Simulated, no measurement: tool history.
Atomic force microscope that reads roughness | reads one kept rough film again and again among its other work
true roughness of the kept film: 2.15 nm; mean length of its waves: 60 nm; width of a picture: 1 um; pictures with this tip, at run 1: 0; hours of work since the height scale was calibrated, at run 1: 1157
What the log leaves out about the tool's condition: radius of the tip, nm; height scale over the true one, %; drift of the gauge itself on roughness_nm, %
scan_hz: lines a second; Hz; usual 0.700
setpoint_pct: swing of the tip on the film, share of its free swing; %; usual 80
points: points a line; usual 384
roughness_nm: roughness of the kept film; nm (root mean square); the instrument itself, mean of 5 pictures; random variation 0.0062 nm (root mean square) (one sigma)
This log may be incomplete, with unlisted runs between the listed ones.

run,hour,scan_hz,setpoint_pct,points,pictures with this tip,hours of work since the height scale was calibrated,roughness_nm
1,0.0,0.700,80,384,0,1157,1.953
2,55.9,0.700,80,384,57,1188,1.938
3,96.4,0.700,80,384,98,1211,1.933
4,124.9,0.700,80,310,127,1227,1.924
5,177.2,0.700,80,310,180,1256,1.916
6,208.8,0.700,80,310,212,1273,1.915
7,241.6,0.700,80,384,245,1292,1.921
8,297.8,0.700,80,384,302,1323,1.896
# hour 314.7: new tip fitted
9,331.6,0.700,65,384,17,1342,2.023
10,367.6,0.700,65,384,53,1362,2.012
11,412.3,0.700,80,674,98,1386,1.937
# hour 446.2: height scale calibrated on a step standard
12,455.4,0.700,80,674,141,5,1.951
13,509.3,1.557,80,674,196,35,1.796
14,568.6,1.557,80,923,256,68,1.791
# hour 628.1: new tip fitted
15,628.1,1.446,80,384,0,101,1.840
16,655.1,1.446,80,384,27,116,1.835
17,684.3,1.446,80,384,56,132,1.828
18,721.0,3.276,86,384,94,153,1.451
19,781.3,0.541,61,384,155,186,2.033
20,837.5,0.700,88,591,212,217,1.864
21,897.5,0.700,88,591,273,251,1.873
22,934.2,0.540,88,591,310,271,1.899
# hour 938.8: new tip fitted
23,981.8,0.540,88,591,43,297,1.942
24,1032.3,1.153,68,384,95,326,1.960
25,1085.7,2.541,60,677,149,355,1.925
26,1116.0,2.137,60,740,179,372,1.951
27,1155.4,0.891,78,448,219,394,1.902
28,1192.7,0.546,67,448,257,415,2.004
29,1217.6,0.546,67,448,282,429,1.988
# hour 1249.2: new tip fitted
30,1250.3,0.950,83,653,1,447,1.897
31,1296.9,0.950,83,653,48,473,1.888
32,1334.3,0.825,80,644,86,493,1.925
33,1383.9,0.825,80,644,136,521,1.922
34,1409.9,0.825,74,814,163,535,1.958

What differs in the tool's unlogged condition from the final listed run ahead of each entry between runs to the first listed run following it?
Between runs 8 and 9: new tip fitted (hour 314.7)
  radius of the tip, nm: 20 -> 7.9; height scale over the true one, %: -1.07 -> -1.09
  measured minus no-state result, roughness_nm: -0.078 -> -0.027 nm (root mean square)
Between runs 11 and 12: height scale calibrated on a step standard (hour 446.2)
  radius of the tip, nm: 11.3 -> 13.1; height scale over the true one, %: -1.13 -> -0.02
  measured minus no-state result, roughness_nm: -0.041 -> -0.028 nm (root mean square)
Between runs 14 and 15: new tip fitted (hour 628.1)
  radius of the tip, nm: 17.8 -> 7.7; height scale over the true one, %: -0.08 -> -0.1
  measured minus no-state result, roughness_nm: -0.046 -> -0.005 nm (root mean square)
Between runs 22 and 23: new tip fitted (hour 938.8)
  radius of the tip, nm: 20.4 -> 9; height scale over the true one, %: -0.24 -> -0.26
  measured minus no-state result, roughness_nm: -0.064 -> -0.013 nm (root mean square)
Between runs 29 and 30: new tip fitted (hour 1249.2)
  radius of the tip, nm: 18.5 -> 7.1; height scale over the true one, %: -0.37 -> -0.38
  measured minus no-state result, roughness_nm: -0.060 -> -0.008 nm (root mean square)
